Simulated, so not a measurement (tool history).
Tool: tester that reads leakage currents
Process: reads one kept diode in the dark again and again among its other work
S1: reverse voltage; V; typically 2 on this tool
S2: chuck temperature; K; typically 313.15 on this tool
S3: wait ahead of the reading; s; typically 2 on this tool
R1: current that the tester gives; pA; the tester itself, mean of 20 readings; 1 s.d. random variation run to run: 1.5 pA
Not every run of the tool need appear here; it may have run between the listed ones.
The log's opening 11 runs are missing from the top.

{"run": 12, "hour": 1004.0, "S1": 2, "S2": 313.15, "S3": 2, "R1": 503}
{"run": 13, "hour": 1081.9, "S1": 2, "S2": 313.15, "S3": 2, "R1": 504.16}
{"run": 14, "hour": 1142.1, "S1": 2, "S2": 304.15, "S3": 2, "R1": 239.28}
{"run": 15, "hour": 1254.3, "S1": 2, "S2": 304.15, "S3": 2, "R1": 239.34}
{"hour": 1308.9, "done": "chuck's temperature calibrated"}
{"run": 16, "hour": 1337.8, "S1": 2, "S2": 313.15, "S3": 2, "R1": 503.95}
{"run": 17, "hour": 1452.1, "S1": 2, "S2": 313.15, "S3": 2, "R1": 505.63}
{"hour": 1572.5, "done": "probe card cleaned and baked"}
{"run": 18, "hour": 1579.1, "S1": 2, "S2": 313.15, "S3": 2, "R1": 504.38}
{"run": 19, "hour": 1654.3, "S1": 2, "S2": 313.15, "S3": 2, "R1": 504.79}
{"run": 20, "hour": 1733.7, "S1": 2, "S2": 313.15, "S3": 2, "R1": 505.74}
{"run": 21, "hour": 1837.4, "S1": 2, "S2": 313.15, "S3": 2, "R1": 502.49}
{"run": 22, "hour": 1932.3, "S1": 16.5, "S2": 303.15, "S3": 0.35, "R1": 474.37}
{"run": 23, "hour": 2012.2, "S1": 14.22, "S2": 301.15, "S3": 3.5, "R1": 372.81}
{"run": 24, "hour": 2073.5, "S1": 14.22, "S2": 301.15, "S3": 3.5, "R1": 374.15}
{"run": 25, "hour": 2172.2, "S1": 4.46, "S2": 293.15, "S3": 2, "R1": 121.41}
{"run": 26, "hour": 2292.7, "S1": 6.11, "S2": 294.15, "S3": 1.92, "R1": 148.74}
{"run": 27, "hour": 2412.2, "S1": 6.11, "S2": 294.15, "S3": 1.92, "R1": 147.8}
{"run": 28, "hour": 2523.5, "S1": 5, "S2": 304.15, "S3": 0.77, "R1": 331.38}

Run 29 comes next. What will it give?
{"run": 29, "hour": 2593.4, "S1": 5, "S2": 304.15, "S3": 0.77, "R1": "?"}

Run 29 yielded R1 334.44 pA.
If the tool had no hidden condition, the same run with the same run-to-run variation would have returned R1 334.85 pA.

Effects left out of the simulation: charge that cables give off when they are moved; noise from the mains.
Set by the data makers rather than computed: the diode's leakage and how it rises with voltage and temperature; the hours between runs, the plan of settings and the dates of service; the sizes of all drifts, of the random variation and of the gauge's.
